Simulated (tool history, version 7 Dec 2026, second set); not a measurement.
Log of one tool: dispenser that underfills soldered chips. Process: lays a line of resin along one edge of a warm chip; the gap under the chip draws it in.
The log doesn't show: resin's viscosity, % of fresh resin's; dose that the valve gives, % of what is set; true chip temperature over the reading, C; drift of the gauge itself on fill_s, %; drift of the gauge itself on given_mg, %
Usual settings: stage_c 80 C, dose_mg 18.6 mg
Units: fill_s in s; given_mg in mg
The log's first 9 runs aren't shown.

run,hour,stage_c,dose_mg,hours of work since the syringe was changed,hours of work since the valve was cleaned,hours of work since the stage was calibrated,fill_s,given_mg
10,93.4,80,18.6,9,27,490,841.1,18.26
# hour 97.4: new syringe of resin
11,99.5,80,18.6,2,31,494,449.6,18.41
12,111.3,80,18.6,10,40,503,939.9,18.26
# hour 113.6: new syringe of resin
13,125.4,80,18.6,9,50,513,845.9,18.15
# hour 129.1: new syringe of resin
14,134.4,80,18.6,4,56,519,555.5,18.05
15,141.4,80,18.6,9,62,525,882.8,18.09
# hour 144.7: new syringe of resin
16,152.6,80,18.6,6,70,533,667.5,17.99
# hour 157.0: stage's temperature calibrated
# hour 161.2: new syringe of resin
17,161.2,80,18.6,0,75,3,354.3,18.00
18,168.3,77,18.0,5,80,8,637.1,17.17
# hour 176.8: new syringe of resin
19,176.8,78,19.1,0,87,14,390.4,18.05
20,189.0,78,19.1,9,96,23,838.7,18.09
# hour 192.5: new syringe of resin
21,199.2,92,22.8,5,103,31,299.4,21.53
# hour 207.8: new syringe of resin
22,209.3,85,21.5,1,110,38,305.5,20.44

Run 23 comes next. What will it give?
# hour 223.3: new syringe of resin
23,223.3,85,21.5,0,120,48,?,?

fill_s: 270.7 s
given_mg: 20.17 mg
Without the tool's hidden state the same run would have given fill_s 259.0 s, given_mg 21.47 mg.

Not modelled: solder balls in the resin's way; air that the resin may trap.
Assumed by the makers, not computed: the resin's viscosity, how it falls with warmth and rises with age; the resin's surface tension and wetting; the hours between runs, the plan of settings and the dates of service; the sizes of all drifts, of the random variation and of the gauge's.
